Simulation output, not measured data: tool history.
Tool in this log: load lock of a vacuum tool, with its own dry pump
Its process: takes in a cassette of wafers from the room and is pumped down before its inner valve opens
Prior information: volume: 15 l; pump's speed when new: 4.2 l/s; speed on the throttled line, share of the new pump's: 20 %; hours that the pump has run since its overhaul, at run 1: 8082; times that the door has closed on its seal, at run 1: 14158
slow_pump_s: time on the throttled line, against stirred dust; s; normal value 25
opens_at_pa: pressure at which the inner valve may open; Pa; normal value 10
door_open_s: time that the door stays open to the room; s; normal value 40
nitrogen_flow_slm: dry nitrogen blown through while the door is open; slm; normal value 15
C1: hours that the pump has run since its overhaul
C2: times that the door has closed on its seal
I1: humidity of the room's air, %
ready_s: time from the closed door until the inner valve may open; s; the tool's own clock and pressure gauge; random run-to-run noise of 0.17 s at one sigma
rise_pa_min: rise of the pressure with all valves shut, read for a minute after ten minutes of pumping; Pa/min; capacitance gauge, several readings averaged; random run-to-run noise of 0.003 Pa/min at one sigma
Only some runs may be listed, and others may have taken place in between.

{"run": 1, "hour": 0.0, "slow_pump_s": 25, "opens_at_pa": 10, "door_open_s": 40, "nitrogen_flow_slm": 15, "C1": 8082, "C2": 14158, "I1": 46.0, "ready_s": 54.2, "rise_pa_min": 0.091}
{"run": 2, "hour": 214.9, "slow_pump_s": 25, "opens_at_pa": 10, "door_open_s": 40, "nitrogen_flow_slm": 15, "C1": 8297, "C2": 14875, "I1": 47.4, "ready_s": 54.0, "rise_pa_min": 0.1}
{"run": 3, "hour": 441.3, "slow_pump_s": 25, "opens_at_pa": 10, "door_open_s": 40, "nitrogen_flow_slm": 13, "C1": 8524, "C2": 15631, "I1": 43.8, "ready_s": 54.0, "rise_pa_min": 0.105}
{"run": 4, "hour": 570.7, "slow_pump_s": 25, "opens_at_pa": 10, "door_open_s": 94, "nitrogen_flow_slm": 15, "C1": 8653, "C2": 16063, "I1": 47.9, "ready_s": 53.8, "rise_pa_min": 0.116}
{"run": 5, "hour": 719.9, "slow_pump_s": 25, "opens_at_pa": 10, "door_open_s": 94, "nitrogen_flow_slm": 15, "C1": 8802, "C2": 16561, "I1": 43.5, "ready_s": 54.2, "rise_pa_min": 0.118}
{"run": 6, "hour": 920.7, "slow_pump_s": 25, "opens_at_pa": 10, "door_open_s": 94, "nitrogen_flow_slm": 15, "C1": 9003, "C2": 17231, "I1": 45.4, "ready_s": 54.0, "rise_pa_min": 0.128}
{"run": 7, "hour": 1105.9, "slow_pump_s": 25, "opens_at_pa": 10, "door_open_s": 94, "nitrogen_flow_slm": 15, "C1": 9188, "C2": 17850, "I1": 44.9, "ready_s": 54.1, "rise_pa_min": 0.13}
{"run": 8, "hour": 1315.2, "slow_pump_s": 25, "opens_at_pa": 10, "door_open_s": 40, "nitrogen_flow_slm": 15, "C1": 9397, "C2": 18549, "I1": 47.9, "ready_s": 54.1, "rise_pa_min": 0.128}
{"run": 9, "hour": 1486.4, "slow_pump_s": 25, "opens_at_pa": 10, "door_open_s": 40, "nitrogen_flow_slm": 15, "C1": 9569, "C2": 19120, "I1": 43.9, "ready_s": 54.3, "rise_pa_min": 0.131}
{"run": 10, "hour": 1612.7, "slow_pump_s": 40, "opens_at_pa": 10, "door_open_s": 40, "nitrogen_flow_slm": 15, "C1": 9695, "C2": 19542, "I1": 45.5, "ready_s": 65.7, "rise_pa_min": 0.141}
{"run": 11, "hour": 1712.5, "slow_pump_s": 40, "opens_at_pa": 10, "door_open_s": 40, "nitrogen_flow_slm": 15, "C1": 9795, "C2": 19875, "I1": 48.8, "ready_s": 66.0, "rise_pa_min": 0.135}
{"run": 12, "hour": 1946.4, "slow_pump_s": 25, "opens_at_pa": 7, "door_open_s": 40, "nitrogen_flow_slm": 15, "C1": 10029, "C2": 20656, "I1": 42.4, "ready_s": 55.5, "rise_pa_min": 0.147}
{"run": 13, "hour": 2044.0, "slow_pump_s": 25, "opens_at_pa": 7, "door_open_s": 40, "nitrogen_flow_slm": 15, "C1": 10126, "C2": 20981, "I1": 46.3, "ready_s": 55.5, "rise_pa_min": 0.151}
{"run": 14, "hour": 2187.4, "slow_pump_s": 25, "opens_at_pa": 7, "door_open_s": 40, "nitrogen_flow_slm": 15, "C1": 10270, "C2": 21460, "I1": 44.3, "ready_s": 55.7, "rise_pa_min": 0.151}
{"run": 15, "hour": 2360.0, "slow_pump_s": 25, "opens_at_pa": 7, "door_open_s": 40, "nitrogen_flow_slm": 15, "C1": 10442, "C2": 22036, "I1": 43.8, "ready_s": 55.6, "rise_pa_min": 0.157}
{"run": 16, "hour": 2549.7, "slow_pump_s": 25, "opens_at_pa": 10, "door_open_s": 40, "nitrogen_flow_slm": 15, "C1": 10632, "C2": 22670, "I1": 48.0, "ready_s": 54.2, "rise_pa_min": 0.168}
{"run": 17, "hour": 2643.5, "slow_pump_s": 25, "opens_at_pa": 10, "door_open_s": 40, "nitrogen_flow_slm": 15, "C1": 10726, "C2": 22983, "I1": 43.0, "ready_s": 54.4, "rise_pa_min": 0.17}
{"run": 18, "hour": 2870.1, "slow_pump_s": 25, "opens_at_pa": 10, "door_open_s": 40, "nitrogen_flow_slm": 15, "C1": 10952, "C2": 23739, "I1": 45.9, "ready_s": 54.5, "rise_pa_min": 0.178}
{"run": 19, "hour": 3099.3, "slow_pump_s": 25, "opens_at_pa": 10, "door_open_s": 98, "nitrogen_flow_slm": 15, "C1": 11182, "C2": 24504, "I1": 46.0, "ready_s": 54.3, "rise_pa_min": 0.201}
{"run": 20, "hour": 3211.2, "slow_pump_s": 24, "opens_at_pa": 10, "door_open_s": 180, "nitrogen_flow_slm": 26, "C1": 11293, "C2": 24878, "I1": 44.4, "ready_s": 53.7, "rise_pa_min": 0.196}
{"run": 21, "hour": 3367.0, "slow_pump_s": 25, "opens_at_pa": 10, "door_open_s": 114, "nitrogen_flow_slm": 45, "C1": 11449, "C2": 25398, "I1": 46.2, "ready_s": 54.5, "rise_pa_min": 0.191}
{"run": 22, "hour": 3472.3, "slow_pump_s": 25, "opens_at_pa": 10, "door_open_s": 114, "nitrogen_flow_slm": 45, "C1": 11555, "C2": 25750, "I1": 45.0, "ready_s": 54.4, "rise_pa_min": 0.198}
{"run": 23, "hour": 3585.1, "slow_pump_s": 32, "opens_at_pa": 8, "door_open_s": 124, "nitrogen_flow_slm": 7, "C1": 11667, "C2": 26126, "I1": 41.3, "ready_s": 60.9, "rise_pa_min": 0.23}
{"run": 24, "hour": 3784.0, "slow_pump_s": 14, "opens_at_pa": 17, "door_open_s": 112, "nitrogen_flow_slm": 5, "C1": 11866, "C2": 26790, "I1": 45.4, "ready_s": 44.0, "rise_pa_min": 0.249}
{"hour": 3947.6, "done": "door's seal changed, seat wiped"}
{"run": 25, "hour": 3947.9, "slow_pump_s": 14, "opens_at_pa": 10, "door_open_s": 67, "nitrogen_flow_slm": 28, "C1": 12029, "C2": 1, "I1": 44.9, "ready_s": 45.9, "rise_pa_min": 0.019}
{"run": 26, "hour": 4122.1, "slow_pump_s": 14, "opens_at_pa": 10, "door_open_s": 67, "nitrogen_flow_slm": 28, "C1": 12203, "C2": 583, "I1": 44.7, "ready_s": 45.8, "rise_pa_min": 0.021}
{"run": 27, "hour": 4270.1, "slow_pump_s": 14, "opens_at_pa": 10, "door_open_s": 67, "nitrogen_flow_slm": 28, "C1": 12351, "C2": 1077, "I1": 41.4, "ready_s": 46.1, "rise_pa_min": 0.02}
{"run": 28, "hour": 4470.8, "slow_pump_s": 14, "opens_at_pa": 10, "door_open_s": 112, "nitrogen_flow_slm": 28, "C1": 12552, "C2": 1747, "I1": 39.9, "ready_s": 46.2, "rise_pa_min": 0.025}
{"run": 29, "hour": 4603.5, "slow_pump_s": 25, "opens_at_pa": 10, "door_open_s": 40, "nitrogen_flow_slm": 22, "C1": 12684, "C2": 2190, "I1": 45.3, "ready_s": 54.3, "rise_pa_min": 0.022}
{"run": 30, "hour": 4744.9, "slow_pump_s": 25, "opens_at_pa": 10, "door_open_s": 40, "nitrogen_flow_slm": 22, "C1": 12826, "C2": 2662, "I1": 48.2, "ready_s": 54.4, "rise_pa_min": 0.025}

The next listed run, before its measurement:
{"run": 31, "hour": 4955.7, "slow_pump_s": 25, "opens_at_pa": 8, "door_open_s": 72, "nitrogen_flow_slm": 7, "C1": 13036, "C2": 3366, "I1": 43.1, "ready_s": "?", "rise_pa_min": "?"}

For run 31 the tool returned ready_s 55.8 s, rise_pa_min 0.047 Pa/min.
With the hidden condition absent and the run-to-run variation left alone, this run would have shown ready_s 53.6 s, rise_pa_min 0.037 Pa/min.
